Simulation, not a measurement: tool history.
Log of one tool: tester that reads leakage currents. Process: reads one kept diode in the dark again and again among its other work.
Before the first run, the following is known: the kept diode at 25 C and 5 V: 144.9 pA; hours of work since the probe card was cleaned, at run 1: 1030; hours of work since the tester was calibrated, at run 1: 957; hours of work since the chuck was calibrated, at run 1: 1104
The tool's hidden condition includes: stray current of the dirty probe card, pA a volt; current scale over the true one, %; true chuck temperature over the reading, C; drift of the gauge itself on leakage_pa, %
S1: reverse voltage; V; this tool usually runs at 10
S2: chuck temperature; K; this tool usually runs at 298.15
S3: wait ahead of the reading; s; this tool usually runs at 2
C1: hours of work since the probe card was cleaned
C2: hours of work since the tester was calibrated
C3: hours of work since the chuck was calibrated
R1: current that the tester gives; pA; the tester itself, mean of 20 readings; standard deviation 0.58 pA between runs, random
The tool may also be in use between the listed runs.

run 1 hour=0 | S1=10 S2=298.15 S3=2 | C1=1030 C2=957 C3=1104 | R1=180.43
run 2 hour=73.8 | S1=10 S2=298.15 S3=2 | C1=1066 C2=992 C3=1140 | R1=179.87
run 3 hour=143.3 | S1=10 S2=305.15 S3=2 | C1=1100 C2=1026 C3=1173 | R1=321.7
run 4 hour=204.5 | S1=10 S2=298.15 S3=2 | C1=1129 C2=1056 C3=1203 | R1=179.05
run 5 hour=318.3 | S1=3.4 S2=298.15 S3=2 | C1=1184 C2=1111 C3=1258 | R1=112.62
run 6 hour=364.2 | S1=10 S2=299.15 S3=2 | C1=1206 C2=1133 C3=1280 | R1=195
run 7 hour=456.5 | S1=10 S2=299.15 S3=2 | C1=1251 C2=1177 C3=1325 | R1=193.57
run 8 hour=527.7 | S1=10 S2=299.15 S3=2 | C1=1286 C2=1212 C3=1359 | R1=192.71
run 9 hour=593.1 | S1=10 S2=299.15 S3=2 | C1=1317 C2=1244 C3=1391 | R1=192.85
run 10 hour=671.4 | S1=10 S2=299.15 S3=2 | C1=1355 C2=1281 C3=1429 | R1=192.78
run 11 hour=774.7 | S1=10 S2=299.15 S3=2 | C1=1405 C2=1331 C3=1479 | R1=192.44
run 12 hour=840.9 | S1=10 S2=298.15 S3=2 | C1=1437 C2=1363 C3=1511 | R1=177.47
run 13 hour=916.9 | S1=10 S2=298.15 S3=2 | C1=1474 C2=1400 C3=1547 | R1=177.02
run 14 hour=994.3 | S1=10 S2=298.15 S3=2 | C1=1511 C2=1438 C3=1585 | R1=176.42
run 15 hour=1061.3 | S1=4.5 S2=298.15 S3=0.67 | C1=1544 C2=1470 C3=1617 | R1=123.86
run 16 hour=1165.2 | S1=10 S2=294.15 S3=5.7 | C1=1594 C2=1520 C3=1667 | R1=127.22
run 17 hour=1258.4 | S1=1.2 S2=298.15 S3=8.6 | C1=1639 C2=1565 C3=1712 | R1=69.98
run 18 hour=1341.9 | S1=10 S2=293.15 S3=0.3 | C1=1679 C2=1606 C3=1753 | R1=121.7
run 19 hour=1444.4 | S1=17.8 S2=326.15 S3=2 | C1=1729 C2=1655 C3=1802 | R1=2000.88
run 20 hour=1503 | S1=1.8 S2=326.15 S3=2 | C1=1757 C2=1684 C3=1831 | R1=785.81
run 21 hour=1564.5 | S1=10 S2=298.15 S3=1.48 | C1=1787 C2=1713 C3=1860 | R1=175.86
-- hour=1589.2 chuck's temperature calibrated
run 22 hour=1653.5 | S1=10 S2=298.15 S3=1.48 | C1=1829 C2=1755 C3=31 | R1=207.72
run 23 hour=1727.4 | S1=2.1 S2=298.15 S3=0.87 | C1=1865 C2=1791 C3=67 | R1=103.7
run 24 hour=1817.6 | S1=2.1 S2=298.15 S3=0.87 | C1=1908 C2=1835 C3=110 | R1=104.06
run 25 hour=1887.1 | S1=2.1 S2=298.15 S3=0.87 | C1=1942 C2=1868 C3=144 | R1=104.08

Entry by entry between the runs, the difference in hidden state between the last listed run before and the first listed run after:
In the gap between runs 21 and 22: chuck's temperature calibrated (hour 1589.2)
  stray current of the dirty probe card, pA a volt: 1.796 -> 1.835; current scale over the true one, %: -1.81 -> -1.86; true chuck temperature over the reading, C: -2.08 -> 0.01
  measured result minus the result with no hidden state, R1: -17.89 -> +14.46 pA
